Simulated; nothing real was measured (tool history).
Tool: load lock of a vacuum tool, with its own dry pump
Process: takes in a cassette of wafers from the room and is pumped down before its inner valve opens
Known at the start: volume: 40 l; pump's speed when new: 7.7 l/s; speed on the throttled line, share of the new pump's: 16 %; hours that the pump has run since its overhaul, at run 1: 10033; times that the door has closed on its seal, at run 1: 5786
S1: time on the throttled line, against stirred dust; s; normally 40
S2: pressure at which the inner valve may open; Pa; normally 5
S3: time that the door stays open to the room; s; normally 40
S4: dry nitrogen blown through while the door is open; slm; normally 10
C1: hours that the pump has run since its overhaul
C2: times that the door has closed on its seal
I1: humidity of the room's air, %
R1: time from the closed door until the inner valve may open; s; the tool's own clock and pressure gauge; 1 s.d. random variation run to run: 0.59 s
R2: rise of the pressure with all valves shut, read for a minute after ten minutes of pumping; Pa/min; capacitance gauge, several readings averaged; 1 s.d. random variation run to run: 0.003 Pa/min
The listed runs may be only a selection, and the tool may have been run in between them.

| run | hour | S1 | S2 | S3 | S4 | C1 | C2 | I1 | R1 | R2 |
|---|---|---|---|---|---|---|---|---|---|---|
| 1 | 0 | 40 | 5 | 40 | 10 | 10033 | 5786 | 44.8 | 85.7 | 0.031 |
| 2 | 159.5 | 40 | 5 | 40 | 10 | 10192 | 5968 | 42.8 | 85.4 | 0.029 |
| 3 | 314.1 | 40 | 5 | 40 | 10 | 10347 | 6145 | 47.4 | 85.9 | 0.033 |
| 4 | 434.9 | 40 | 5 | 40 | 10 | 10468 | 6282 | 46.6 | 85.1 | 0.033 |
| 5 | 565.2 | 40 | 5 | 40 | 10 | 10598 | 6431 | 46.2 | 84.8 | 0.027 |
| 6 | 743.1 | 40 | 5 | 40 | 10 | 10776 | 6634 | 43.1 | 85.2 | 0.031 |
| 7 | 901.8 | 40 | 5 | 40 | 10 | 10934 | 6815 | 44.4 | 83.4 | 0.034 |
| 8 | 999.2 | 40 | 5 | 40 | 10 | 11032 | 6926 | 44.9 | 85.4 | 0.03 |
|  | 1128.5 | dry pump taken out, an overhauled one fitted |
| 9 | 1131.3 | 40 | 5 | 40 | 10 | 3 | 7070 | 44.2 | 85.7 | 0.033 |
| 10 | 1298.1 | 40 | 7 | 40 | 10 | 170 | 7261 | 44.6 | 83.6 | 0.031 |
| 11 | 1423 | 40 | 7 | 40 | 10 | 295 | 7403 | 44.8 | 84.4 | 0.032 |
| 12 | 1588.7 | 40 | 7 | 40 | 10 | 460 | 7592 | 44.9 | 83.6 | 0.031 |
| 13 | 1686.7 | 40 | 7 | 40 | 10 | 558 | 7704 | 42.8 | 83.6 | 0.028 |
| 14 | 1774.6 | 40 | 5 | 40 | 10 | 646 | 7804 | 46.7 | 85.3 | 0.036 |
| 15 | 1863.6 | 40 | 4 | 40 | 10 | 735 | 7906 | 45.6 | 86.8 | 0.03 |
| 16 | 1972.3 | 40 | 5 | 40 | 12 | 844 | 8030 | 47.6 | 84 | 0.023 |
| 17 | 2156.5 | 50 | 5 | 28 | 11 | 1028 | 8240 | 41.7 | 93.5 | 0.023 |
| 18 | 2319 | 58 | 6 | 33 | 41 | 1191 | 8426 | 45.6 | 100.1 | 0.01 |
| 19 | 2394.5 | 58 | 6 | 33 | 41 | 1266 | 8512 | 43.8 | 99.9 | 0.016 |
| 20 | 2556 | 58 | 6 | 33 | 41 | 1428 | 8696 | 48.6 | 98.5 | 0.014 |
| 21 | 2643.9 | 58 | 6 | 33 | 41 | 1515 | 8796 | 42.1 | 99.6 | 0.013 |
| 22 | 2720.5 | 58 | 6 | 33 | 41 | 1592 | 8884 | 44.2 | 101.9 | 0.013 |
| 23 | 2864.6 | 63 | 6 | 33 | 40 | 1736 | 9048 | 45.3 | 102.9 | 0.012 |
| 24 | 3035.6 | 30 | 5 | 193 | 10 | 1907 | 9243 | 44 | 77.5 | 0.064 |
| 25 | 3189.1 | 30 | 5 | 193 | 10 | 2061 | 9419 | 42.5 | 77.4 | 0.065 |
| 26 | 3304.2 | 30 | 6 | 175 | 33 | 2176 | 9550 | 49.1 | 76 | 0.036 |
| 27 | 3460.6 | 30 | 6 | 64 | 5 | 2332 | 9728 | 45.2 | 76.6 | 0.048 |
| 28 | 3544.1 | 30 | 6 | 64 | 5 | 2416 | 9824 | 43.2 | 75.9 | 0.046 |
| 29 | 3715.6 | 30 | 6 | 64 | 5 | 2587 | 10019 | 47.2 | 77.3 | 0.051 |
| 30 | 3848.8 | 30 | 6 | 64 | 5 | 2720 | 10171 | 46.3 | 75.1 | 0.052 |
| 31 | 3993.6 | 30 | 5 | 55 | 5 | 2865 | 10337 | 40.5 | 77.5 | 0.04 |
| 32 | 4135.6 | 30 | 5 | 55 | 28 | 3007 | 10499 | 46.5 | 76.5 | 0.017 |

Below are 3 alternative next runs, each starting from the tool's condition after run 32. Predict each:
| A | 4240.9 | 30 | 7 | 103 | 7 | 3112 | 10619 | 46.7 | ? | ? |
| B | 4240.9 | 55 | 5 | 41 | 5 | 3112 | 10619 | 42.3 | ? | ? |
| C | 4240.9 | 30 | 5 | 55 | 14 | 3112 | 10619 | 48.1 | ? | ? |

| run | R1 | R2 |
|---|---|---|
| A | 74.4 | 0.055 |
| B | 97.9 | 0.037 |
| C | 78 | 0.033 |
What these runs would have given with no unlogged condition in the tool:
| run | R1 | R2 |
|---|---|---|
| A | 74.4 | 0.055 |
| B | 97.9 | 0.036 |
| C | 78 | 0.033 |
